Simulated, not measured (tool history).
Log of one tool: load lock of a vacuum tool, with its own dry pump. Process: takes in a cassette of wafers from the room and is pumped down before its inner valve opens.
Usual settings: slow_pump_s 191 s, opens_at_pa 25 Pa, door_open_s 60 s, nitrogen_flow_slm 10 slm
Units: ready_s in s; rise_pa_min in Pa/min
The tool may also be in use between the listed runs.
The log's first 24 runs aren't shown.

run,day,slow_pump_s,opens_at_pa,door_open_s,nitrogen_flow_slm,hours that the pump has run since its overhaul,times that the door has closed on its seal,"incoming humidity of the room's air, %",ready_s,rise_pa_min
25,127.775,148,25,123,29,8480,17897,45.1,243.8,0.486
26,130.812,148,25,123,29,8553,18178,45.3,246.9,0.508
27,137.100,259,25,126,6,8704,18758,44.6,336.3,0.564
28,140.562,259,31,126,6,8787,19078,44.8,331.9,0.575
29,144.762,259,31,126,6,8888,19466,43.2,336.0,0.602
30,151.283,259,31,126,6,9044,20068,49.1,331.3,0.624
31,157.358,129,27,151,8,9190,20629,45.8,230.8,0.649
32,161.950,129,27,151,8,9300,21053,46.9,230.1,0.656
33,167.767,191,24,60,28,9440,21591,47.6,282.7,0.641
# day 168.154: door's seal changed, seat wiped
34,175.004,307,41,108,6,9612,632,45.7,366.7,0.096
# day 178.167: dry pump taken out, an overhauled one fitted
35,178.254,307,41,108,6,2,909,45.1,351.4,0.092
36,183.883,174,25,64,10,137,1429,40.4,245.6,0.067
37,187.383,243,25,64,5,221,1752,44.3,305.4,0.082

Forecast each of these 3 alternatives for the next run:
A,190.412,201,26,42,10,294,2032,41.6,?,?
B,190.412,311,25,42,10,294,2032,44.4,?,?
C,190.412,243,22,64,8,294,2032,44.3,?,?

run,ready_s,rise_pa_min
A,265.1,0.062
B,363.2,0.066
C,304.5,0.088
Without the tool's hidden state the same runs would have given:
run,ready_s,rise_pa_min
A,265.1,0.042
B,363.2,0.045
C,304.5,0.067
